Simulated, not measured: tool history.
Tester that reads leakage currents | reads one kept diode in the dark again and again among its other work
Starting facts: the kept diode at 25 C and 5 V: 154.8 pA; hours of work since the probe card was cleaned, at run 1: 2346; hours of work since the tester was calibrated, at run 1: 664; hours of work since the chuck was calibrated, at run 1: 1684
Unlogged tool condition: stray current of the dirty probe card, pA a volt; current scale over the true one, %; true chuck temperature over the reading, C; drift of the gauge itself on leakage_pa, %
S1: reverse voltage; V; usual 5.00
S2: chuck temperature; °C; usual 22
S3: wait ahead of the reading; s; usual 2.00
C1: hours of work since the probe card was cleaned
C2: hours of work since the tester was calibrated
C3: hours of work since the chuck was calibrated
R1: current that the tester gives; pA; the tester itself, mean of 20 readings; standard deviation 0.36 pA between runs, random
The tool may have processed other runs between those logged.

run,day,S1,S2,S3,C1,C2,C3,R1
1,0.000,5.00,22,2.00,2346,664,1684,115.89
2,0.967,5.00,22,2.00,2359,677,1697,116.18
3,2.396,5.00,22,2.00,2379,697,1717,115.75
4,3.421,5.00,22,2.00,2393,711,1731,115.78
5,4.425,5.00,22,2.37,2406,725,1745,115.86
6,5.312,5.00,22,2.37,2419,737,1757,115.04
7,5.921,5.00,22,0.34,2427,745,1765,117.73
8,6.671,3.45,22,2.00,2437,756,1776,96.07
9,7.867,5.00,22,0.36,2454,772,1792,117.84
10,9.371,5.00,22,1.35,2474,793,1813,115.75
11,10.283,5.86,20,0.58,2487,805,1825,106.83
12,10.933,1.04,20,0.58,2496,814,1834,44.44
13,11.717,3.81,55,1.37,2506,825,1845,1575.90
14,13.129,9.99,21,2.00,2526,844,1864,152.43
15,13.825,5.00,45,5.19,2535,854,1874,808.66
16,14.796,5.00,45,5.19,2549,867,1887,811.50
17,16.288,13.61,25,2.40,2569,888,1908,249.52
18,17.733,5.00,22,5.11,2589,907,1927,115.26
19,18.954,11.27,23,0.93,2606,924,1944,191.51
# day 20.033: chuck's temperature calibrated
20,20.146,1.93,23,1.36,2621,939,2,88.13

Selected run-to-run steps in R1, each split into two signed amounts: the part the tool would show with no hidden state at all (from settings, incoming material and random variation), and the remainder, which goes to the hidden state together with any gauge scatter not common to the measured and the hidden-state-free results:
Run 12 -> 13: S1 1.04 -> 3.81, S2 20 -> 55, S3 0.58 -> 1.37. R1 +1531.46 pA: hidden state -144.74, all else +1676.20.
Run 13 -> 14: S1 3.81 -> 9.99, S2 55 -> 21, S3 1.37 -> 2.00. R1 -1423.47 pA: hidden state +153.95, all else -1577.42.
